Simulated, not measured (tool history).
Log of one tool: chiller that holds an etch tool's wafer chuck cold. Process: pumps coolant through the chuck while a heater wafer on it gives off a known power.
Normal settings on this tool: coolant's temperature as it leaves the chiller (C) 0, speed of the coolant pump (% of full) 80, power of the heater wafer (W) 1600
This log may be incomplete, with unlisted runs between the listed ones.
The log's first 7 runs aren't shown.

run	day	coolant's temperature as it leaves the chiller (C)	speed of the coolant pump (% of full)	power of the heater wafer (W)	hours since the coolant was changed and the channels were flushed	hours since the pump was overhauled	hours since the chiller's thermometer was calibrated	chuck's temperature once it has settled (C)	how much warmer the coolant comes back (C)
8	22.729	-9	80	1600	4062	1359	1204	9.5	3.87
9	24.867	-9	80	1600	4113	1410	1255	9.8	3.78
10	26.942	0	80	2201	4163	1460	1305	25.8	5.31
11	30.346	0	80	2201	4245	1542	1387	25.9	5.32
12	33.196	-1	80	2201	4313	1610	1455	24.7	5.29
13	35.85	0	80	1382	4377	1674	1519	16.4	3.32
14	40.754	0	80	1600	4494	1792	1637	19.1	3.86
15	45	0	80	1462	4596	1894	1738	17.6	3.55
16	48.588	0	89	1600	4682	1980	1824	18.2	3.5
17	50.742	0	89	1600	4734	2031	1876	18.2	3.47
18	54.558	0	80	933	4826	2123	1968	11.3	2.28
19	57.658	7	70	1885	4900	2197	2042	31.9	5.21
20	62.042	-10	93	1569	5005	2303	2147	7.6	3.26
21	64.512	-10	93	1569	5065	2362	2207	7.6	3.28
22	67.504	-10	93	1569	5136	2434	2278	7.7	3.21
23	70.425	0	82	1600	5206	2504	2349	19.4	3.84
24	74.621	0	97	1600	5307	2605	2449	17.7	3.21
25	78.542	2	88	2383	5401	2699	2543	29.9	5.24
26	80.796	0	99	809	5455	2753	2598	9	1.51
27	83.971	-8	66	2084	5532	2829	2674	21.1	6.14
28	88.504	-8	66	2084	5640	2938	2783	20.9	6.1
29	93.017	-5	85	2084	5749	3046	2891	20.5	4.81
30	95.938	-5	85	1076	5819	3116	2961	8.3	2.5
31	100.158	0	90	1207	5920	3217	3062	14.3	2.65
32	103.642	0	100	1390	6004	3301	3146	15.8	2.7

Here are 4 independent what-if runs from the current tool condition. What would each one return?
A	107.971	1	71	2127	6108	3405	3250	?	?
B	107.971	0	100	1390	6108	3405	3250	?	?
C	107.971	-4	82	1804	6108	3405	3250	?	?
D	107.971	0	100	1591	6108	3405	3250	?	?

run	chuck's temperature once it has settled (C)	how much warmer the coolant comes back (C)
A	30.1	5.91
B	15.8	2.72
C	18.9	4.32
D	18.1	3.11
Had the tool no hidden state, the same runs would have come out as:
run	chuck's temperature once it has settled (C)	how much warmer the coolant comes back (C)
A	24.4	5.75
B	12.5	2.64
C	14.3	4.2
D	14.3	3.03
